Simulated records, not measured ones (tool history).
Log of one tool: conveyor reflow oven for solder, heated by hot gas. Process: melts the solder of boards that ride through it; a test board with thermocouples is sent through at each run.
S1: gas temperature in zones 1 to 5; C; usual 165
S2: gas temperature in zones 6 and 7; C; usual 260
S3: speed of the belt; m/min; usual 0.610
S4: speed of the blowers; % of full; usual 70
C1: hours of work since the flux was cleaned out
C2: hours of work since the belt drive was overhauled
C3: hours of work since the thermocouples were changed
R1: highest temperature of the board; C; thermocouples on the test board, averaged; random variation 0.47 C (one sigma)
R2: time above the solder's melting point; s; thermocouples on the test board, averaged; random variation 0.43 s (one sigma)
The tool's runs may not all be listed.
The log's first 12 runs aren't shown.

| run | day | S1 | S2 | S3 | S4 | C1 | C2 | C3 | R1 | R2 |
|---|---|---|---|---|---|---|---|---|---|---|
| 13 | 21.283 | 165 | 260 | 0.562 | 70 | 31 | 645 | 328 | 248.3 | 52.4 |
| 14 | 22.550 | 165 | 260 | 0.562 | 70 | 43 | 657 | 340 | 247.9 | 52.4 |
| 15 | 24.592 | 165 | 260 | 0.562 | 70 | 63 | 677 | 360 | 248.2 | 52.2 |
| 16 | 26.433 | 165 | 260 | 0.562 | 70 | 81 | 695 | 377 | 247.4 | 52.6 |
| 17 | 28.017 | 171 | 264 | 0.657 | 63 | 96 | 710 | 393 | 245.4 | 43.0 |
| 18 | 29.200 | 165 | 260 | 0.660 | 80 | 107 | 722 | 404 | 244.4 | 40.7 |
| 19 | 31.092 | 156 | 249 | 0.576 | 58 | 126 | 740 | 422 | 232.3 | 31.8 |
| 20 | 33.438 | 165 | 261 | 0.621 | 70 | 148 | 762 | 445 | 244.8 | 45.4 |
| 21 | 35.500 | 165 | 261 | 0.621 | 70 | 168 | 782 | 465 | 244.9 | 43.8 |
| 22 | 37.792 | 166 | 261 | 0.729 | 70 | 190 | 804 | 487 | 239.2 | 32.6 |
| 23 | 39.442 | 166 | 261 | 0.729 | 70 | 206 | 820 | 503 | 238.7 | 32.8 |
|  | 40.021 | thermocouples of zones 6 and 7 changed |
| 24 | 40.796 | 153 | 259 | 0.528 | 74 | 219 | 833 | 7 | 248.3 | 53.7 |
|  | 42.933 | flux residue cleaned out of gas plates and filters |
| 25 | 42.933 | 162 | 259 | 0.528 | 74 | 0 | 851 | 26 | 250.2 | 57.8 |
| 26 | 45.162 | 162 | 259 | 0.528 | 74 | 22 | 873 | 48 | 251.1 | 57.7 |
| 27 | 46.896 | 178 | 250 | 0.528 | 74 | 38 | 889 | 64 | 242.6 | 59.0 |
| 28 | 48.442 | 165 | 268 | 0.610 | 67 | 53 | 904 | 79 | 253.6 | 50.8 |

The next listed run, before its measurement:
| 29 | 49.488 | 153 | 260 | 0.575 | 85 | 63 | 914 | 89 | ? | ? |

{"run 29": {"R1": 249.1, "R2": 49.9}}
Without the tool's hidden state the same run would have given R1 248.9 C, R2 48.5 s.
